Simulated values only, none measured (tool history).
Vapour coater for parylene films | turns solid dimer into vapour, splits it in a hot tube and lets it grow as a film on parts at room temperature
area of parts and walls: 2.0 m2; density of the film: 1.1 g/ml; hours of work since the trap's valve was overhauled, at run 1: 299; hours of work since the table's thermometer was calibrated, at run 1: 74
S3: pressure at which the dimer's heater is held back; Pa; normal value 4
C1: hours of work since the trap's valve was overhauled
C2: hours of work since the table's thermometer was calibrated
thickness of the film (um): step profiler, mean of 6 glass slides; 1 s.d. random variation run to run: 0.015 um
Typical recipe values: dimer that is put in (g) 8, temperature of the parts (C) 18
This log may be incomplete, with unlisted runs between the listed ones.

Run 1, hour 0: usual settings; C1 299; C2 74. Result: thickness of the film (um) 1.89.
Run 2, hour 22.6: usual settings; C1 310; C2 85. Result: thickness of the film (um) 1.87.
Run 3, hour 65.5: usual settings; C1 330; C2 105. Result: thickness of the film (um) 1.86.
Run 4, hour 108.7: usual settings but dimer that is put in (g) 12; C1 351; C2 126. Result: thickness of the film (um) 2.77.
Run 5, hour 133.6: usual settings but dimer that is put in (g) 12; C1 363; C2 138. Result: thickness of the film (um) 2.77.
At hour 155.4: trap's valve overhauled.
Run 6, hour 182.5: usual settings but dimer that is put in (g) 12; C1 13; C2 159. Result: thickness of the film (um) 3.2.
Run 7, hour 219.7: usual settings but temperature of the parts (C) 16; C1 31; C2 177. Result: thickness of the film (um) 2.31.
Run 8, hour 245.9: usual settings but temperature of the parts (C) 16; C1 43; C2 189. Result: thickness of the film (um) 2.34.
Run 9, hour 273.8: usual settings but temperature of the parts (C) 16; C1 57; C2 203. Result: thickness of the film (um) 2.3.
Run 10, hour 310.6: usual settings but temperature of the parts (C) 16; C1 74; C2 220. Result: thickness of the film (um) 2.3.
Run 11, hour 334.2: usual settings but temperature of the parts (C) 16; C1 85; C2 231. Result: thickness of the film (um) 2.29.
Run 12, hour 384.3: usual settings but temperature of the parts (C) 16; C1 109; C2 255. Result: thickness of the film (um) 2.26.
Run 13, hour 432.7: usual settings but temperature of the parts (C) 16; C1 132; C2 278. Result: thickness of the film (um) 2.23.
Run 14, hour 462.9: usual settings but temperature of the parts (C) 13, S3 3.04 Pa; C1 147; C2 293. Result: thickness of the film (um) 2.64.
Run 15, hour 486.3: usual settings but temperature of the parts (C) 24, S3 4.45 Pa; C1 158; C2 304. Result: thickness of the film (um) 1.51.
Run 16, hour 525.4: usual settings but dimer that is put in (g) 5, temperature of the parts (C) 19, S3 3.8 Pa; C1 177; C2 323. Result: thickness of the film (um) 1.21.
Run 17, hour 565.3: usual settings but dimer that is put in (g) 4, temperature of the parts (C) 26, S3 4.63 Pa; C1 196; C2 342. Result: thickness of the film (um) 0.69.
Run 18, hour 595.3: usual settings but dimer that is put in (g) 9, temperature of the parts (C) 12, S3 7.37 Pa; C1 210; C2 356. Result: thickness of the film (um) 2.88.
Run 19, hour 633.2: usual settings but dimer that is put in (g) 10, temperature of the parts (C) 24, S3 4.04 Pa; C1 228; C2 374. Result: thickness of the film (um) 1.84.
Run 20, hour 675: usual settings but dimer that is put in (g) 5; C1 248; C2 394. Result: thickness of the film (um) 1.22.
Run 21, hour 706.9: usual settings but dimer that is put in (g) 14, temperature of the parts (C) 23, S3 11.63 Pa; C1 263; C2 409. Result: thickness of the film (um) 2.49.
Run 22, hour 738.5: usual settings but dimer that is put in (g) 14, temperature of the parts (C) 23, S3 11.63 Pa; C1 278; C2 424. Result: thickness of the film (um) 2.48.
Run 23, hour 764: usual settings but dimer that is put in (g) 14, temperature of the parts (C) 23, S3 11.63 Pa; C1 291; C2 437. Result: thickness of the film (um) 2.49.
Run 24, hour 808.4: usual settings but dimer that is put in (g) 6, S3 5.29 Pa; C1 312; C2 458. Result: thickness of the film (um) 1.39.

Results per run with the tool's hidden condition removed, run-to-run variation unchanged:
The hidden state here: vapour lost through the trap's worn valve, %; true temperature of the parts over the reading, C; drift of the gauge itself on film_um, %.
run  thickness of the film (um)
  1                        2.14
  2                        2.13
  3                        2.14
  4                        3.21
  5                        3.23
  6                        3.22
  7                        2.34
  8                        2.39
  9                        2.36
 10                        2.36
 11                        2.36
 12                        2.35
 13                        2.34
 14                        2.79
 15                         1.6
 16                        1.29
 17                        0.74
 18                        3.12
 19                        2.01
 20                        1.34
 21                        2.75
 22                        2.76
 23                        2.79
 24                        1.57
